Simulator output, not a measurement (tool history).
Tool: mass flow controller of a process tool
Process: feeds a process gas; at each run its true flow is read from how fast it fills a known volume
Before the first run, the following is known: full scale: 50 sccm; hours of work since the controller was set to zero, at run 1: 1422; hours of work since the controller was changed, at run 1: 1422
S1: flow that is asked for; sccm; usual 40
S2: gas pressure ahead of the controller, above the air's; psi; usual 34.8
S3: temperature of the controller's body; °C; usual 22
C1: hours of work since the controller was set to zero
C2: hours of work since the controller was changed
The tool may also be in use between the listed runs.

run 1 hour=0 | S1=40 S2=34.8 S3=22 | C1=1422 C2=1422 | true_flow_(%)=100.35
run 2 hour=113.2 | S1=40 S2=34.8 S3=28 | C1=1475 C2=1475 | true_flow_(%)=100.67
run 3 hour=196 | S1=44 S2=34.8 S3=22 | C1=1515 C2=1515 | true_flow_(%)=100.68
run 4 hour=294.5 | S1=44 S2=34.8 S3=22 | C1=1561 C2=1561 | true_flow_(%)=100.75
run 5 hour=429.5 | S1=44 S2=34.8 S3=22 | C1=1625 C2=1625 | true_flow_(%)=100.83
run 6 hour=536.1 | S1=26 S2=26 S3=24 | C1=1676 C2=1676 | true_flow_(%)=99.38
run 7 hour=643.1 | S1=10 S2=29.4 S3=21 | C1=1726 C2=1726 | true_flow_(%)=99.2
run 8 hour=721.1 | S1=19 S2=25.2 S3=22 | C1=1763 C2=1763 | true_flow_(%)=99.31
run 9 hour=819.4 | S1=16 S2=28.6 S3=24 | C1=1810 C2=1810 | true_flow_(%)=99.29

What will run 10 give?
run 10 hour=916.5 | S1=40 S2=34.8 S3=24 | C1=1856 C2=1856 | true_flow_(%)=?

{"run 10": {"true flow (%)": 100.62}}
With the hidden condition absent and the run-to-run variation left alone, this run would have shown true flow (%) 99.55.

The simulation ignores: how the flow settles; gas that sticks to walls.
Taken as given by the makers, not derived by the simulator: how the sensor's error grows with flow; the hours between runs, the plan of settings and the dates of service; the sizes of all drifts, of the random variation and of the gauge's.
